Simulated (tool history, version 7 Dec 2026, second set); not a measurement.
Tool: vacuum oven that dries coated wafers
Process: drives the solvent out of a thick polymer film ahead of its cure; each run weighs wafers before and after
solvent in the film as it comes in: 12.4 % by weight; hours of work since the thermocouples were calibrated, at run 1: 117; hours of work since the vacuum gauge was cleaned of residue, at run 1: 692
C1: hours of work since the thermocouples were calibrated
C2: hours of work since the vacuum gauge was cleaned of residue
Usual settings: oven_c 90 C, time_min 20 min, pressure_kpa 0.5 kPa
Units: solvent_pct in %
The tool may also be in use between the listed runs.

{"run": 1, "hour": 0.0, "oven_c": 90, "time_min": 20, "pressure_kpa": 0.5, "C1": 117, "C2": 692, "solvent_pct": 0.85}
{"run": 2, "hour": 39.0, "oven_c": 90, "time_min": 20, "pressure_kpa": 0.5, "C1": 133, "C2": 708, "solvent_pct": 0.86}
{"run": 3, "hour": 74.5, "oven_c": 78, "time_min": 20, "pressure_kpa": 0.5, "C1": 147, "C2": 722, "solvent_pct": 3.6}
{"run": 4, "hour": 112.0, "oven_c": 78, "time_min": 20, "pressure_kpa": 0.5, "C1": 163, "C2": 738, "solvent_pct": 3.67}
{"run": 5, "hour": 148.5, "oven_c": 90, "time_min": 17, "pressure_kpa": 0.5, "C1": 177, "C2": 752, "solvent_pct": 1.19}
{"run": 6, "hour": 200.1, "oven_c": 75, "time_min": 12, "pressure_kpa": 0.567, "C1": 198, "C2": 773, "solvent_pct": 6.22}
{"run": 7, "hour": 237.4, "oven_c": 95, "time_min": 20, "pressure_kpa": 1.496, "C1": 213, "C2": 788, "solvent_pct": 0.75}
{"run": 8, "hour": 266.3, "oven_c": 95, "time_min": 20, "pressure_kpa": 1.496, "C1": 225, "C2": 800, "solvent_pct": 0.76}
{"run": 9, "hour": 289.7, "oven_c": 80, "time_min": 23, "pressure_kpa": 1.324, "C1": 234, "C2": 809, "solvent_pct": 2.93}
{"run": 10, "hour": 337.2, "oven_c": 80, "time_min": 23, "pressure_kpa": 1.324, "C1": 253, "C2": 828, "solvent_pct": 2.97}

Forecast each of these 3 alternatives for the next run:
{"run": "A", "hour": 367.2, "oven_c": 80, "time_min": 23, "pressure_kpa": 0.373, "C1": 266, "C2": 840, "solvent_pct": "?"}
{"run": "B", "hour": 367.2, "oven_c": 90, "time_min": 20, "pressure_kpa": 0.484, "C1": 266, "C2": 840, "solvent_pct": "?"}
{"run": "C", "hour": 367.2, "oven_c": 80, "time_min": 23, "pressure_kpa": 0.282, "C1": 266, "C2": 840, "solvent_pct": "?"}

run=A solvent_pct=2.47
run=B solvent_pct=0.86
run=C solvent_pct=2.32
Without the tool's hidden state the same runs would have given:
run=A solvent_pct=2.47
run=B solvent_pct=0.84
run=C solvent_pct=2.32
